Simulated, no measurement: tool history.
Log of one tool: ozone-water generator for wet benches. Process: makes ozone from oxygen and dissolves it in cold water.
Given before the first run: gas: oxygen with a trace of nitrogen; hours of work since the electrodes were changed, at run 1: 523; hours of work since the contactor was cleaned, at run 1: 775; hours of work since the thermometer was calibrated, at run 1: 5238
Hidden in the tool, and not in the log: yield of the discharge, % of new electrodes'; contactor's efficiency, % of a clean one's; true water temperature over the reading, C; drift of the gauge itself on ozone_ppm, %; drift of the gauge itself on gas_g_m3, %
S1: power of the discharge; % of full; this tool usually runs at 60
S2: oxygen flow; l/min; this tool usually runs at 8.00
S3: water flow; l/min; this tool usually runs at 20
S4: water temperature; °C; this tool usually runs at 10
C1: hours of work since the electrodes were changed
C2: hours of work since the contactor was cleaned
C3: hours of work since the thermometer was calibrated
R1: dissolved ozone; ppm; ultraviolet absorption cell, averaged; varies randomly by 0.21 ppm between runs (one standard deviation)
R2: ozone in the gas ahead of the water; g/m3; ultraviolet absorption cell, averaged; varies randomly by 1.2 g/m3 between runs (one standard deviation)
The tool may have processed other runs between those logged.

{"run": 1, "hour": 0.0, "S1": 60, "S2": 8.0, "S3": 20, "S4": 10, "C1": 523, "C2": 775, "C3": 5238, "R1": 29.7, "R2": 214.6}
{"run": 2, "hour": 54.4, "S1": 74, "S2": 8.0, "S3": 20, "S4": 10, "C1": 559, "C2": 810, "C3": 5273, "R1": 33.8, "R2": 246.6}
{"run": 3, "hour": 93.6, "S1": 74, "S2": 8.0, "S3": 20, "S4": 10, "C1": 585, "C2": 836, "C3": 5299, "R1": 33.8, "R2": 245.1}
{"run": 4, "hour": 140.0, "S1": 74, "S2": 8.0, "S3": 20, "S4": 10, "C1": 615, "C2": 867, "C3": 5329, "R1": 33.9, "R2": 244.8}
{"run": 5, "hour": 195.2, "S1": 60, "S2": 8.0, "S3": 20, "S4": 10, "C1": 651, "C2": 903, "C3": 5366, "R1": 29.9, "R2": 217.0}
{"run": 6, "hour": 237.0, "S1": 60, "S2": 8.0, "S3": 20, "S4": 10, "C1": 679, "C2": 930, "C3": 5393, "R1": 30.2, "R2": 214.4}
{"hour": 254.1, "done": "water thermometer calibrated"}
{"run": 7, "hour": 300.3, "S1": 60, "S2": 8.0, "S3": 16, "S4": 10, "C1": 720, "C2": 971, "C3": 30, "R1": 35.1, "R2": 214.2}
{"run": 8, "hour": 372.2, "S1": 60, "S2": 8.0, "S3": 16, "S4": 10, "C1": 767, "C2": 1018, "C3": 77, "R1": 34.9, "R2": 215.6}
{"run": 9, "hour": 427.7, "S1": 60, "S2": 8.0, "S3": 16, "S4": 10, "C1": 803, "C2": 1054, "C3": 114, "R1": 35.2, "R2": 216.4}
{"run": 10, "hour": 478.8, "S1": 60, "S2": 8.0, "S3": 25, "S4": 10, "C1": 836, "C2": 1088, "C3": 147, "R1": 25.0, "R2": 216.6}
{"run": 11, "hour": 541.2, "S1": 60, "S2": 8.0, "S3": 25, "S4": 10, "C1": 877, "C2": 1129, "C3": 188, "R1": 25.1, "R2": 214.2}
{"run": 12, "hour": 582.8, "S1": 60, "S2": 8.0, "S3": 25, "S4": 10, "C1": 904, "C2": 1156, "C3": 215, "R1": 25.0, "R2": 216.6}
{"run": 13, "hour": 613.9, "S1": 60, "S2": 8.0, "S3": 25, "S4": 10, "C1": 925, "C2": 1176, "C3": 235, "R1": 25.2, "R2": 218.5}
{"run": 14, "hour": 659.2, "S1": 60, "S2": 8.0, "S3": 20, "S4": 10, "C1": 954, "C2": 1206, "C3": 265, "R1": 30.2, "R2": 215.6}
{"run": 15, "hour": 722.0, "S1": 60, "S2": 8.0, "S3": 20, "S4": 10, "C1": 995, "C2": 1247, "C3": 306, "R1": 30.0, "R2": 215.8}
{"run": 16, "hour": 790.0, "S1": 60, "S2": 8.0, "S3": 20, "S4": 10, "C1": 1040, "C2": 1291, "C3": 351, "R1": 29.9, "R2": 216.5}
{"run": 17, "hour": 831.7, "S1": 60, "S2": 8.0, "S3": 20, "S4": 12, "C1": 1067, "C2": 1319, "C3": 378, "R1": 28.9, "R2": 215.5}
{"run": 18, "hour": 888.4, "S1": 60, "S2": 8.0, "S3": 21, "S4": 12, "C1": 1104, "C2": 1356, "C3": 415, "R1": 27.8, "R2": 214.3}
{"run": 19, "hour": 929.2, "S1": 60, "S2": 8.0, "S3": 21, "S4": 16, "C1": 1131, "C2": 1382, "C3": 442, "R1": 26.0, "R2": 217.3}
{"run": 20, "hour": 998.6, "S1": 60, "S2": 8.0, "S3": 21, "S4": 16, "C1": 1176, "C2": 1428, "C3": 487, "R1": 26.3, "R2": 216.7}
{"run": 21, "hour": 1049.2, "S1": 97, "S2": 7.75, "S3": 30, "S4": 17, "C1": 1210, "C2": 1461, "C3": 520, "R1": 25.7, "R2": 292.3}
{"run": 22, "hour": 1093.6, "S1": 64, "S2": 5.87, "S3": 24, "S4": 17, "C1": 1239, "C2": 1490, "C3": 549, "R1": 23.8, "R2": 260.2}
{"run": 23, "hour": 1129.6, "S1": 64, "S2": 5.87, "S3": 24, "S4": 17, "C1": 1262, "C2": 1514, "C3": 573, "R1": 23.8, "R2": 260.2}
{"run": 24, "hour": 1195.8, "S1": 64, "S2": 5.87, "S3": 14, "S4": 7, "C1": 1305, "C2": 1557, "C3": 616, "R1": 42.3, "R2": 262.4}
{"run": 25, "hour": 1254.5, "S1": 53, "S2": 8.0, "S3": 20, "S4": 10, "C1": 1344, "C2": 1595, "C3": 655, "R1": 27.6, "R2": 200.0}
{"run": 26, "hour": 1295.4, "S1": 53, "S2": 8.0, "S3": 20, "S4": 10, "C1": 1371, "C2": 1622, "C3": 681, "R1": 27.9, "R2": 200.8}
{"run": 27, "hour": 1336.6, "S1": 53, "S2": 9.94, "S3": 28, "S4": 10, "C1": 1398, "C2": 1649, "C3": 708, "R1": 21.4, "R2": 179.3}
{"run": 28, "hour": 1370.3, "S1": 53, "S2": 9.94, "S3": 28, "S4": 10, "C1": 1420, "C2": 1671, "C3": 730, "R1": 21.0, "R2": 179.4}
{"run": 29, "hour": 1428.0, "S1": 60, "S2": 6.38, "S3": 20, "S4": 6, "C1": 1457, "C2": 1709, "C3": 768, "R1": 31.1, "R2": 241.0}
{"run": 30, "hour": 1473.3, "S1": 64, "S2": 4.31, "S3": 22, "S4": 6, "C1": 1487, "C2": 1738, "C3": 798, "R1": 27.9, "R2": 306.7}
{"run": 31, "hour": 1507.9, "S1": 64, "S2": 4.31, "S3": 29, "S4": 6, "C1": 1510, "C2": 1761, "C3": 820, "R1": 21.2, "R2": 305.2}
{"run": 32, "hour": 1554.5, "S1": 60, "S2": 9.9, "S3": 20, "S4": 12, "C1": 1540, "C2": 1792, "C3": 851, "R1": 29.0, "R2": 194.1}
{"run": 33, "hour": 1592.3, "S1": 60, "S2": 4.35, "S3": 28, "S4": 10, "C1": 1565, "C2": 1816, "C3": 875, "R1": 20.4, "R2": 291.2}

Here are 3 independent what-if runs from the current tool condition. What would each one return?
{"run": "A", "hour": 1627.8, "S1": 60, "S2": 4.68, "S3": 23, "S4": 10, "C1": 1588, "C2": 1839, "C3": 899, "R1": "?", "R2": "?"}
{"run": "B", "hour": 1627.8, "S1": 72, "S2": 4.35, "S3": 28, "S4": 10, "C1": 1588, "C2": 1839, "C3": 899, "R1": "?", "R2": "?"}
{"run": "C", "hour": 1627.8, "S1": 70, "S2": 8.0, "S3": 16, "S4": 6, "C1": 1588, "C2": 1839, "C3": 899, "R1": "?", "R2": "?"}

run=A R1=24.9 R2=284.0
run=B R1=22.8 R2=325.0
run=C R1=41.1 R2=235.4
With no hidden state in the tool, these same runs would have given:
run=A R1=24.9 R2=284.0
run=B R1=22.8 R2=325.0
run=C R1=41.1 R2=235.5

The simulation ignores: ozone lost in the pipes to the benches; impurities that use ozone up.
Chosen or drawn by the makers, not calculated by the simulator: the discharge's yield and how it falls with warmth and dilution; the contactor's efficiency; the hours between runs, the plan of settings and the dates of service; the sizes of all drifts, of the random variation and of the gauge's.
